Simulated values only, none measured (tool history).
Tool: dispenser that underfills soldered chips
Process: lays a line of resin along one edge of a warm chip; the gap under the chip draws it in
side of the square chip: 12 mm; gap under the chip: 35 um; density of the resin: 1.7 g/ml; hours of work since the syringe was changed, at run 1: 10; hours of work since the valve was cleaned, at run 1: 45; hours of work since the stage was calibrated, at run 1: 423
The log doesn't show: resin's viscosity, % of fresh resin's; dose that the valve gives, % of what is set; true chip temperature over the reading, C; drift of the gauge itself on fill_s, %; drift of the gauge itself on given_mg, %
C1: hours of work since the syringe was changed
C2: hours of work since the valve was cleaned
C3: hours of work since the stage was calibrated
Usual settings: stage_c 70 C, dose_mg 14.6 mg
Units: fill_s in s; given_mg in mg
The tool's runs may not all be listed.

run 1 hour=0 | stage_c=70 dose_mg=14.6 | C1=10 C2=45 C3=423 | fill_s=817 given_mg=14.12
-- hour=2.9 new syringe of resin
run 2 hour=15.1 | stage_c=70 dose_mg=16.7 | C1=9 C2=56 C3=433 | fill_s=730 given_mg=15.94
-- hour=19.6 new syringe of resin
run 3 hour=25.6 | stage_c=70 dose_mg=16.7 | C1=4 C2=64 C3=441 | fill_s=489.1 given_mg=15.94
-- hour=36.3 new syringe of resin
run 4 hour=36.8 | stage_c=70 dose_mg=16.7 | C1=0 C2=72 C3=449 | fill_s=345.6 given_mg=15.84
run 5 hour=52.3 | stage_c=70 dose_mg=16.7 | C1=12 C2=83 C3=460 | fill_s=937.1 given_mg=15.62
-- hour=54.3 new syringe of resin
run 6 hour=68.2 | stage_c=70 dose_mg=16.7 | C1=10 C2=94 C3=472 | fill_s=835.8 given_mg=15.46
-- hour=71 new syringe of resin
-- hour=78.7 dispensing valve cleaned and set on the balance
run 7 hour=81.4 | stage_c=70 dose_mg=16.7 | C1=7 C2=2 C3=480 | fill_s=616.4 given_mg=16.68
-- hour=88.9 new syringe of resin
run 8 hour=98.5 | stage_c=70 dose_mg=16.7 | C1=7 C2=14 C3=493 | fill_s=634.7 given_mg=16.67
-- hour=106.2 new syringe of resin
run 9 hour=110.8 | stage_c=70 dose_mg=16.7 | C1=3 C2=23 C3=501 | fill_s=455.2 given_mg=16.47
run 10 hour=121 | stage_c=70 dose_mg=16.7 | C1=11 C2=30 C3=509 | fill_s=865.3 given_mg=16.38
-- hour=124.3 new syringe of resin
run 11 hour=135.6 | stage_c=64 dose_mg=14.6 | C1=8 C2=41 C3=519 | fill_s=983.2 given_mg=14.19
-- hour=141.3 new syringe of resin
run 12 hour=143.4 | stage_c=70 dose_mg=14.6 | C1=1 C2=46 C3=525 | fill_s=397.6 given_mg=14.18
-- hour=158.8 new syringe of resin
run 13 hour=159 | stage_c=70 dose_mg=14.6 | C1=0 C2=58 C3=536 | fill_s=354.5 given_mg=14.04
-- hour=175.4 new syringe of resin
run 14 hour=175.4 | stage_c=70 dose_mg=14.6 | C1=0 C2=69 C3=548 | fill_s=350.4 given_mg=13.91
run 15 hour=190.4 | stage_c=70 dose_mg=14.6 | C1=11 C2=80 C3=559 | fill_s=918 given_mg=13.79
-- hour=192.2 new syringe of resin
run 16 hour=201 | stage_c=70 dose_mg=14.6 | C1=6 C2=88 C3=566 | fill_s=615.8 given_mg=13.82
-- hour=208.7 new syringe of resin
run 17 hour=215.8 | stage_c=70 dose_mg=14.6 | C1=5 C2=98 C3=577 | fill_s=561.4 given_mg=13.61
-- hour=220.5 dispensing valve cleaned and set on the balance
-- hour=227.3 new syringe of resin
run 18 hour=234.6 | stage_c=63 dose_mg=14.6 | C1=5 C2=10 C3=590 | fill_s=800.1 given_mg=14.48
-- hour=244.6 new syringe of resin
run 19 hour=245.2 | stage_c=69 dose_mg=16.5 | C1=0 C2=18 C3=597 | fill_s=381.2 given_mg=16.35
run 20 hour=254.1 | stage_c=69 dose_mg=16.5 | C1=7 C2=24 C3=604 | fill_s=675.5 given_mg=16.36
-- hour=262.2 new syringe of resin
run 21 hour=267.8 | stage_c=77 dose_mg=14.8 | C1=4 C2=34 C3=613 | fill_s=372.9 given_mg=14.4
run 22 hour=277.1 | stage_c=72 dose_mg=14.1 | C1=11 C2=41 C3=620 | fill_s=842.1 given_mg=13.62
-- hour=279.2 new syringe of resin
run 23 hour=289.9 | stage_c=61 dose_mg=16.4 | C1=8 C2=50 C3=629 | fill_s=1100.4 given_mg=15.75
-- hour=296.7 new syringe of resin
run 24 hour=307.3 | stage_c=55 dose_mg=16.8 | C1=8 C2=62 C3=642 | fill_s=1488.7 given_mg=15.99
-- hour=313.9 new syringe of resin
-- hour=316.3 stage's temperature calibrated
run 25 hour=321.4 | stage_c=56 dose_mg=16 | C1=5 C2=72 C3=4 | fill_s=875.6 given_mg=15.13
-- hour=332.1 new syringe of resin
run 26 hour=337.5 | stage_c=80 dose_mg=14 | C1=4 C2=83 C3=15 | fill_s=255.8 given_mg=13.1
run 27 hour=345.9 | stage_c=80 dose_mg=14 | C1=10 C2=89 C3=21 | fill_s=444.2 given_mg=13.06
-- hour=349.1 new syringe of resin
run 28 hour=357.7 | stage_c=80 dose_mg=14 | C1=6 C2=98 C3=30 | fill_s=313.7 given_mg=12.95
-- hour=363.4 dispensing valve cleaned and set on the balance
-- hour=366.9 new syringe of resin
run 29 hour=374.8 | stage_c=77 dose_mg=17.8 | C1=6 C2=8 C3=41 | fill_s=335.7 given_mg=17.65
-- hour=384.9 new syringe of resin
run 30 hour=391.9 | stage_c=70 dose_mg=13.1 | C1=5 C2=20 C3=54 | fill_s=466.3 given_mg=12.9
run 31 hour=400 | stage_c=70 dose_mg=13.1 | C1=11 C2=26 C3=59 | fill_s=784.8 given_mg=12.93
-- hour=402.1 new syringe of resin
run 32 hour=407.6 | stage_c=73 dose_mg=14.2 | C1=4 C2=32 C3=65 | fill_s=357.7 given_mg=13.88
-- hour=419.2 new syringe of resin
run 33 hour=420.9 | stage_c=76 dose_mg=12.6 | C1=1 C2=41 C3=74 | fill_s=249.2 given_mg=12.25
-- hour=436 new syringe of resin
run 34 hour=438.2 | stage_c=60 dose_mg=15.4 | C1=2 C2=54 C3=87 | fill_s=554.8 given_mg=14.81

Forecast each of these 4 alternatives for the next run:
-- hour=452.9 new syringe of resin
run A hour=453.3 | stage_c=58 dose_mg=15.6 | C1=0 C2=64 C3=98 | fill_s=? given_mg=?
-- hour=452.9 new syringe of resin
run B hour=453.3 | stage_c=82 dose_mg=16.8 | C1=0 C2=64 C3=98 | fill_s=? given_mg=?
-- hour=452.9 new syringe of resin
run C hour=453.3 | stage_c=73 dose_mg=12.7 | C1=0 C2=64 C3=98 | fill_s=? given_mg=?
-- hour=452.9 new syringe of resin
run D hour=453.3 | stage_c=77 dose_mg=18.4 | C1=0 C2=64 C3=98 | fill_s=? given_mg=?

run=A fill_s=546.4 given_mg=14.84
run=B fill_s=178.6 given_mg=15.95
run=C fill_s=275 given_mg=12.23
run=D fill_s=220.8 given_mg=17.52
Without the tool's hidden state the same runs would have given:
run=A fill_s=511.1 given_mg=15.58
run=B fill_s=167.9 given_mg=16.75
run=C fill_s=256.3 given_mg=12.83
run=D fill_s=207.6 given_mg=18.4
